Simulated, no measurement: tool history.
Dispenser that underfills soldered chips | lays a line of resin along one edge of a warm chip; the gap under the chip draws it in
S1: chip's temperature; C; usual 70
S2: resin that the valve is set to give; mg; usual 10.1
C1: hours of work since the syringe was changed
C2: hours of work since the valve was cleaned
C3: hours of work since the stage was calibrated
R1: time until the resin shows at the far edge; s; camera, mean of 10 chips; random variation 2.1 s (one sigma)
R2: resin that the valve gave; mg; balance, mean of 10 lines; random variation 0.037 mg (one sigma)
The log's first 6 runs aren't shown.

Run 7, hour 42.8: usual settings; C1 5; C2 11; C3 266. Result: R1 256.6 s, R2 10.16 mg.
At hour 45.8: new syringe of resin.
Run 8, hour 51.6: usual settings; C1 4; C2 16; C3 272. Result: R1 247.7 s, R2 10.02 mg.
At hour 55.6: new syringe of resin.
Run 9, hour 56.9: usual settings; C1 1; C2 20; C3 275. Result: R1 225.6 s, R2 10.11 mg.
Run 10, hour 63.2: usual settings; C1 5; C2 24; C3 279. Result: R1 250.1 s, R2 9.98 mg.
At hour 65.7: new syringe of resin.
Run 11, hour 68.7: usual settings but S1 78 C; C1 2; C2 27; C3 283. Result: R1 160.6 s, R2 10.03 mg.
At hour 75.7: new syringe of resin.
Run 12, hour 78.3: usual settings; C1 2; C2 33; C3 289. Result: R1 229.3 s, R2 10.04 mg.
Run 13, hour 84.6: usual settings but S2 10 mg; C1 6; C2 37; C3 293. Result: R1 262.4 s, R2 9.85 mg.
At hour 85.5: new syringe of resin.
Run 14, hour 89: usual settings but S1 75 C; C1 2; C2 40; C3 295. Result: R1 189 s, R2 9.93 mg.
At hour 95.4: new syringe of resin.
Run 15, hour 96.1: usual settings; C1 0; C2 44; C3 300. Result: R1 222.3 s, R2 10.02 mg.
Run 16, hour 100.6: usual settings; C1 3; C2 47; C3 303. Result: R1 242.3 s, R2 9.91 mg.
At hour 105.6: new syringe of resin.
Run 17, hour 106.5: usual settings; C1 1; C2 51; C3 306. Result: R1 219.7 s, R2 9.93 mg.
Run 18, hour 114.4: usual settings; C1 6; C2 56; C3 312. Result: R1 259.7 s, R2 9.95 mg.
At hour 115.6: new syringe of resin.
Run 19, hour 119.7: usual settings but S1 59 C, S2 10.8 mg; C1 3; C2 59; C3 315. Result: R1 414.6 s, R2 10.57 mg.
Run 20, hour 124.2: usual settings but S1 60 C, S2 13 mg; C1 6; C2 62; C3 318. Result: R1 420.2 s, R2 12.78 mg.

Forecast run 21:
At hour 125.9: new syringe of resin.
Run 21, hour 133.3: usual settings but S1 60 C, S2 13 mg; C1 5; C2 68; C3 323. Result: R1 ?, R2 ?.

R1: 420.2 s
R2: 12.62 mg
Without the tool's hidden state the same run would have given R1 341.5 s, R2 12.93 mg.
